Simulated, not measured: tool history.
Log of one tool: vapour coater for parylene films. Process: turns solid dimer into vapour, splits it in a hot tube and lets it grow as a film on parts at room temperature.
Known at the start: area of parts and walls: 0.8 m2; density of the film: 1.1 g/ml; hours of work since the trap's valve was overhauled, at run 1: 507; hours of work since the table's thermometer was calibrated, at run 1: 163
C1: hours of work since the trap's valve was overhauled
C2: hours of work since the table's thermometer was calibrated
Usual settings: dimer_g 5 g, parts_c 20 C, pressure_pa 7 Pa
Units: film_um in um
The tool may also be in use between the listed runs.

{"run": 1, "hour": 0.0, "dimer_g": 5, "parts_c": 20, "pressure_pa": 7, "C1": 507, "C2": 163, "film_um": 3.21}
{"run": 2, "hour": 76.9, "dimer_g": 5, "parts_c": 20, "pressure_pa": 7, "C1": 558, "C2": 213, "film_um": 3.14}
{"run": 3, "hour": 112.6, "dimer_g": 5, "parts_c": 20, "pressure_pa": 7, "C1": 581, "C2": 237, "film_um": 3.14}
{"hour": 129.2, "done": "trap's valve overhauled"}
{"run": 4, "hour": 169.5, "dimer_g": 5, "parts_c": 20, "pressure_pa": 7, "C1": 27, "C2": 272, "film_um": 3.68}
{"run": 5, "hour": 248.9, "dimer_g": 5, "parts_c": 20, "pressure_pa": 7, "C1": 79, "C2": 324, "film_um": 3.59}
{"run": 6, "hour": 293.1, "dimer_g": 5, "parts_c": 20, "pressure_pa": 7, "C1": 108, "C2": 353, "film_um": 3.6}
{"run": 7, "hour": 338.2, "dimer_g": 5, "parts_c": 20, "pressure_pa": 4.54, "C1": 138, "C2": 383, "film_um": 3.88}
{"run": 8, "hour": 401.9, "dimer_g": 5, "parts_c": 20, "pressure_pa": 4.54, "C1": 180, "C2": 425, "film_um": 3.84}
{"run": 9, "hour": 436.1, "dimer_g": 5, "parts_c": 20, "pressure_pa": 4.54, "C1": 202, "C2": 448, "film_um": 3.79}
{"run": 10, "hour": 480.5, "dimer_g": 5, "parts_c": 20, "pressure_pa": 4.54, "C1": 232, "C2": 477, "film_um": 3.69}
{"run": 11, "hour": 550.3, "dimer_g": 5, "parts_c": 20, "pressure_pa": 4.54, "C1": 278, "C2": 523, "film_um": 3.64}
{"run": 12, "hour": 592.5, "dimer_g": 5, "parts_c": 20, "pressure_pa": 10.1, "C1": 305, "C2": 551, "film_um": 3.17}
{"run": 13, "hour": 633.4, "dimer_g": 5, "parts_c": 20, "pressure_pa": 4.82, "C1": 332, "C2": 578, "film_um": 3.62}
{"run": 14, "hour": 678.4, "dimer_g": 5, "parts_c": 20, "pressure_pa": 4.82, "C1": 362, "C2": 607, "film_um": 3.55}
{"run": 15, "hour": 742.3, "dimer_g": 5, "parts_c": 25, "pressure_pa": 4.82, "C1": 404, "C2": 650, "film_um": 3.12}
{"run": 16, "hour": 803.5, "dimer_g": 6, "parts_c": 24, "pressure_pa": 11.96, "C1": 445, "C2": 690, "film_um": 3.19}
{"run": 17, "hour": 848.0, "dimer_g": 6, "parts_c": 24, "pressure_pa": 11.96, "C1": 474, "C2": 719, "film_um": 3.19}
{"run": 18, "hour": 926.0, "dimer_g": 4, "parts_c": 12, "pressure_pa": 4.72, "C1": 525, "C2": 771, "film_um": 3.34}
{"run": 19, "hour": 965.6, "dimer_g": 3, "parts_c": 19, "pressure_pa": 2.97, "C1": 551, "C2": 797, "film_um": 2.31}
{"run": 20, "hour": 1004.8, "dimer_g": 4, "parts_c": 25, "pressure_pa": 10.7, "C1": 577, "C2": 823, "film_um": 2.07}
{"hour": 1023.6, "done": "trap's valve overhauled"}
{"run": 21, "hour": 1085.8, "dimer_g": 4, "parts_c": 25, "pressure_pa": 10.7, "C1": 41, "C2": 873, "film_um": 2.4}
{"run": 22, "hour": 1157.4, "dimer_g": 3, "parts_c": 18, "pressure_pa": 3.95, "C1": 88, "C2": 921, "film_um": 2.53}
{"run": 23, "hour": 1193.1, "dimer_g": 3, "parts_c": 18, "pressure_pa": 3.95, "C1": 112, "C2": 944, "film_um": 2.51}
{"run": 24, "hour": 1251.2, "dimer_g": 3, "parts_c": 18, "pressure_pa": 3.95, "C1": 150, "C2": 982, "film_um": 2.52}
{"run": 25, "hour": 1308.6, "dimer_g": 3, "parts_c": 18, "pressure_pa": 3.95, "C1": 188, "C2": 1020, "film_um": 2.48}
{"run": 26, "hour": 1381.0, "dimer_g": 3, "parts_c": 18, "pressure_pa": 3.95, "C1": 236, "C2": 1068, "film_um": 2.42}
{"run": 27, "hour": 1460.9, "dimer_g": 7, "parts_c": 18, "pressure_pa": 7, "C1": 288, "C2": 1121, "film_um": 5.05}

Forecast each of these 4 alternatives for the next run:
{"run": "A", "hour": 1509.6, "dimer_g": 2, "parts_c": 29, "pressure_pa": 3.73, "C1": 320, "C2": 1153, "film_um": "?"}
{"run": "B", "hour": 1509.6, "dimer_g": 7, "parts_c": 18, "pressure_pa": 9.74, "C1": 320, "C2": 1153, "film_um": "?"}
{"run": "C", "hour": 1509.6, "dimer_g": 4, "parts_c": 20, "pressure_pa": 2.9, "C1": 320, "C2": 1153, "film_um": "?"}
{"run": "D", "hour": 1509.6, "dimer_g": 5, "parts_c": 13, "pressure_pa": 7, "C1": 320, "C2": 1153, "film_um": "?"}

run=A film_um=1.21
run=B film_um=4.68
run=C film_um=3.16
run=D film_um=4.08
Without the tool's hidden state the same runs would have given:
run=A film_um=1.3
run=B film_um=5.05
run=C film_um=3.42
run=D film_um=4.41

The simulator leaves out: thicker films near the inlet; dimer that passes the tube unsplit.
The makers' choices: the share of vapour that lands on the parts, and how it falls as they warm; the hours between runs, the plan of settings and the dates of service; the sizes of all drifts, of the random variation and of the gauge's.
